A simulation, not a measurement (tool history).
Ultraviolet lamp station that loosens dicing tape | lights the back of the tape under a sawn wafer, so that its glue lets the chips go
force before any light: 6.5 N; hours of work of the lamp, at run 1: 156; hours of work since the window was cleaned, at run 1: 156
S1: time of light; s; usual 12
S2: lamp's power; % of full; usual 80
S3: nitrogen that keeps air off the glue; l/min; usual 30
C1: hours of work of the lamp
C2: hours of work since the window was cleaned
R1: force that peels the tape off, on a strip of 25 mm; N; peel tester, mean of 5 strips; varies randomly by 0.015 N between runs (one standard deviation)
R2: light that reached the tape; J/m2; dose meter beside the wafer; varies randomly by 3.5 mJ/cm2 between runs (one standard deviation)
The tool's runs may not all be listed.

{"run": 1, "hour": 0.0, "S1": 12, "S2": 80, "S3": 30, "C1": 156, "C2": 156, "R1": 0.71, "R2": 5900}
{"run": 2, "hour": 16.4, "S1": 20, "S2": 80, "S3": 30, "C1": 166, "C2": 166, "R1": 0.215, "R2": 9750}
{"run": 3, "hour": 30.1, "S1": 20, "S2": 80, "S3": 30, "C1": 174, "C2": 174, "R1": 0.199, "R2": 9660}
{"run": 4, "hour": 58.7, "S1": 12, "S2": 80, "S3": 30, "C1": 191, "C2": 191, "R1": 0.731, "R2": 5880}
{"run": 5, "hour": 82.5, "S1": 12, "S2": 95, "S3": 30, "C1": 206, "C2": 206, "R1": 0.493, "R2": 6960}
{"run": 6, "hour": 106.7, "S1": 12, "S2": 71, "S3": 30, "C1": 221, "C2": 221, "R1": 0.943, "R2": 5210}
{"run": 7, "hour": 130.0, "S1": 12, "S2": 80, "S3": 30, "C1": 235, "C2": 235, "R1": 0.747, "R2": 5870}
{"run": 8, "hour": 145.6, "S1": 12, "S2": 80, "S3": 41, "C1": 244, "C2": 244, "R1": 0.6, "R2": 5850}
{"run": 9, "hour": 175.7, "S1": 12, "S2": 80, "S3": 30, "C1": 263, "C2": 263, "R1": 0.751, "R2": 5850}
{"run": 10, "hour": 203.8, "S1": 12, "S2": 80, "S3": 30, "C1": 280, "C2": 280, "R1": 0.747, "R2": 5810}
{"run": 11, "hour": 221.9, "S1": 12, "S2": 80, "S3": 30, "C1": 291, "C2": 291, "R1": 0.757, "R2": 5860}
{"run": 12, "hour": 235.5, "S1": 12, "S2": 80, "S3": 30, "C1": 299, "C2": 299, "R1": 0.759, "R2": 5880}
{"run": 13, "hour": 251.9, "S1": 12, "S2": 80, "S3": 30, "C1": 309, "C2": 309, "R1": 0.745, "R2": 5870}
{"run": 14, "hour": 283.8, "S1": 12, "S2": 80, "S3": 30, "C1": 329, "C2": 329, "R1": 0.72, "R2": 5880}
{"run": 15, "hour": 312.6, "S1": 12, "S2": 80, "S3": 30, "C1": 346, "C2": 346, "R1": 0.728, "R2": 5800}
{"run": 16, "hour": 341.2, "S1": 12, "S2": 80, "S3": 30, "C1": 364, "C2": 364, "R1": 0.733, "R2": 5850}
{"run": 17, "hour": 367.3, "S1": 12, "S2": 80, "S3": 30, "C1": 380, "C2": 380, "R1": 0.758, "R2": 5910}
{"run": 18, "hour": 384.6, "S1": 12, "S2": 80, "S3": 30, "C1": 390, "C2": 390, "R1": 0.714, "R2": 5880}
{"hour": 390.6, "done": "window cleaned of glue's vapour"}
{"run": 19, "hour": 418.6, "S1": 12, "S2": 80, "S3": 30, "C1": 411, "C2": 17, "R1": 0.732, "R2": 5840}
{"run": 20, "hour": 446.6, "S1": 12, "S2": 80, "S3": 18, "C1": 428, "C2": 34, "R1": 1.004, "R2": 5820}
{"run": 21, "hour": 469.2, "S1": 12, "S2": 80, "S3": 18, "C1": 442, "C2": 48, "R1": 1.031, "R2": 5810}
{"run": 22, "hour": 484.8, "S1": 15, "S2": 80, "S3": 30, "C1": 451, "C2": 57, "R1": 0.437, "R2": 7290}
{"run": 23, "hour": 503.7, "S1": 9, "S2": 83, "S3": 13, "C1": 463, "C2": 69, "R1": 1.731, "R2": 4540}
{"run": 24, "hour": 529.6, "S1": 9, "S2": 83, "S3": 13, "C1": 478, "C2": 85, "R1": 1.754, "R2": 4560}
{"run": 25, "hour": 559.9, "S1": 8, "S2": 96, "S3": 9, "C1": 497, "C2": 103, "R1": 2.098, "R2": 4670}
{"run": 26, "hour": 591.7, "S1": 8, "S2": 99, "S3": 24, "C1": 516, "C2": 123, "R1": 1.237, "R2": 4840}
{"run": 27, "hour": 605.8, "S1": 8, "S2": 99, "S3": 24, "C1": 525, "C2": 131, "R1": 1.227, "R2": 4880}
{"run": 28, "hour": 631.5, "S1": 8, "S2": 80, "S3": 24, "C1": 541, "C2": 147, "R1": 1.663, "R2": 3930}
{"run": 29, "hour": 647.5, "S1": 8, "S2": 74, "S3": 29, "C1": 550, "C2": 157, "R1": 1.695, "R2": 3640}
{"run": 30, "hour": 664.4, "S1": 8, "S2": 74, "S3": 29, "C1": 561, "C2": 167, "R1": 1.753, "R2": 3600}
{"run": 31, "hour": 686.4, "S1": 8, "S2": 96, "S3": 29, "C1": 574, "C2": 181, "R1": 1.188, "R2": 4600}
{"run": 32, "hour": 706.2, "S1": 21, "S2": 80, "S3": 38, "C1": 586, "C2": 193, "R1": 0.142, "R2": 10260}
{"run": 33, "hour": 735.8, "S1": 21, "S2": 82, "S3": 40, "C1": 604, "C2": 211, "R1": 0.139, "R2": 10550}
{"run": 34, "hour": 766.7, "S1": 12, "S2": 70, "S3": 30, "C1": 623, "C2": 229, "R1": 0.955, "R2": 5060}
{"run": 35, "hour": 785.5, "S1": 12, "S2": 70, "S3": 30, "C1": 635, "C2": 241, "R1": 0.956, "R2": 5170}
{"run": 36, "hour": 807.1, "S1": 16, "S2": 88, "S3": 17, "C1": 648, "C2": 254, "R1": 0.474, "R2": 8570}
{"run": 37, "hour": 830.2, "S1": 13, "S2": 76, "S3": 45, "C1": 662, "C2": 268, "R1": 0.556, "R2": 5980}
{"run": 38, "hour": 847.5, "S1": 13, "S2": 76, "S3": 45, "C1": 672, "C2": 279, "R1": 0.545, "R2": 6020}
{"run": 39, "hour": 878.2, "S1": 13, "S2": 64, "S3": 24, "C1": 691, "C2": 298, "R1": 1.098, "R2": 5020}
{"run": 40, "hour": 893.4, "S1": 13, "S2": 64, "S3": 24, "C1": 700, "C2": 307, "R1": 1.111, "R2": 5070}
{"run": 41, "hour": 925.9, "S1": 12, "S2": 91, "S3": 52, "C1": 720, "C2": 327, "R1": 0.38, "R2": 6620}
{"run": 42, "hour": 946.3, "S1": 10, "S2": 70, "S3": 49, "C1": 733, "C2": 339, "R1": 1.039, "R2": 4260}

Here are 4 independent what-if runs from the current tool condition. What would each one return?
{"run": "A", "hour": 977.6, "S1": 9, "S2": 80, "S3": 27, "C1": 752, "C2": 358, "R1": "?", "R2": "?"}
{"run": "B", "hour": 977.6, "S1": 22, "S2": 70, "S3": 49, "C1": 752, "C2": 358, "R1": "?", "R2": "?"}
{"run": "C", "hour": 977.6, "S1": 9, "S2": 73, "S3": 31, "C1": 752, "C2": 358, "R1": "?", "R2": "?"}
{"run": "D", "hour": 977.6, "S1": 12, "S2": 81, "S3": 53, "C1": 752, "C2": 358, "R1": "?", "R2": "?"}

run=A R1=1.303 R2=4390
run=B R1=0.152 R2=9370
run=C R1=1.423 R2=3960
run=D R1=0.528 R2=5940
Without the tool's unlogged condition, the same runs would have read:
run=A R1=1.295 R2=4410
run=B R1=0.151 R2=9410
run=C R1=1.415 R2=3970
run=D R1=0.523 R2=5960

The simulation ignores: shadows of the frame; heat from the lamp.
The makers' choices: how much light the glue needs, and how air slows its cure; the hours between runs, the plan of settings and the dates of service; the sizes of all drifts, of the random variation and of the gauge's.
